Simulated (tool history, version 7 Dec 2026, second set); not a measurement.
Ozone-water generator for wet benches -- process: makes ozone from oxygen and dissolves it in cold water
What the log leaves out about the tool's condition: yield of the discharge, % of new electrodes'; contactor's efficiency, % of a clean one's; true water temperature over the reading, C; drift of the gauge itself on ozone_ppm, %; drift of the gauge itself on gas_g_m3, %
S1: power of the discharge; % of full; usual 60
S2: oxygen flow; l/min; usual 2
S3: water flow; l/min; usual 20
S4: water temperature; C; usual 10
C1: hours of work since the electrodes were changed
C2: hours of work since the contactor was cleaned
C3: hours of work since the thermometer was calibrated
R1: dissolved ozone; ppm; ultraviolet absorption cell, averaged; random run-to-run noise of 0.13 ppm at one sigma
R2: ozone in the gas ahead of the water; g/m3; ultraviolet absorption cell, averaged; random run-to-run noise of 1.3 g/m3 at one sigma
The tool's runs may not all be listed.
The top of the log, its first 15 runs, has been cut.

run	hour	S1	S2	S3	S4	C1	C2	C3	R1	R2
16	548.2	60	2.06	20	10	1300	453	3609	13.7	243.8
17	576.4	60	2.06	20	10	1324	476	3632	13.6	242.7
18	613	80	1.56	13	10	1354	506	3662	22.9	331.7
19	637.6	96	2.87	23	12	1374	526	3682	17.6	278.5
20	675	60	2.09	21	7	1405	557	3713	13.5	241.5
21	702.7	60	2	15	7	1428	580	3736	18.4	246.1
22	754.9	60	1.72	17	9	1471	623	3779	15.5	263.5
23	784.3	60	1.72	17	9	1495	647	3803	15.2	264.3
24	823.6	60	3.33	17	7	1528	680	3836	18.9	196

Forecast run 25:
25	872.8	60	3.33	17	5	1568	721	3877	?	?

{"run 25": {"R1": 19.5, "R2": 196.9}}
Had the tool carried no hidden state, the very same run would have given R1 19.6 ppm, R2 197.1 g/m3.

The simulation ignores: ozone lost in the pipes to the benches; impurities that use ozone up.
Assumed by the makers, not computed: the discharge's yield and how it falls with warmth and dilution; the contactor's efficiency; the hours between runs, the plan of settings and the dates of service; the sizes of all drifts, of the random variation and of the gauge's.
